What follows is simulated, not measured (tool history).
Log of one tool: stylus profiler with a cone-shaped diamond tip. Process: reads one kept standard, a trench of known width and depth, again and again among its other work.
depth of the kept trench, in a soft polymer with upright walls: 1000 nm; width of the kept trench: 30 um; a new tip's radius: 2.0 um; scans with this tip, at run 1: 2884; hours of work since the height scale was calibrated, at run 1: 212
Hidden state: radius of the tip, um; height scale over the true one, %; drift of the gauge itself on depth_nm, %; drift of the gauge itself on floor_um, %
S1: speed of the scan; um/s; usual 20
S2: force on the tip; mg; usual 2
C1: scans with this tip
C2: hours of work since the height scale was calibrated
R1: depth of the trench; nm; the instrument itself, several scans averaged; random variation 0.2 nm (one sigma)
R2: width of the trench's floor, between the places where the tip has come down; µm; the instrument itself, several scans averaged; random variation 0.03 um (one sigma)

run	hour	S1	S2	C1	C2	R1	R2
1	0	20	2	2884	212	1005.63	26.03
2	26.8	20	2	3070	226	1005.89	25.98
3	44.3	7	2	3192	235	1005.74	26.07
4	61.4	7	2	3310	244	1005.79	26.04
5	81.8	7	2	3452	254	1005.74	26.03
6	106.9	12	2	3626	267	1005.89	25.98
7	133.2	12	2	3808	280	1006.08	25.92
8	149.8	16	2.97	3923	289	1007.28	25.95
9	167.8	35	2.56	4048	298	1007.02	25.88
10	191.6	35	2.56	4214	310	1007.39	25.88
11	210.9	35	2.56	4347	320	1007.08	25.8

Forecast each of these 3 alternatives for the next run:
A	227.3	18	0.77	4461	328	?	?
B	227.3	14	2.93	4461	328	?	?
C	227.3	33	1.51	4461	328	?	?

run	R1	R2
A	1003.55	25.87
B	1007.39	25.93
C	1005.18	25.8
Without the tool's hidden state the same runs would have given:
run	R1	R2
A	1002.47	26.44
B	1006.3	26.5
C	1004.1	26.36
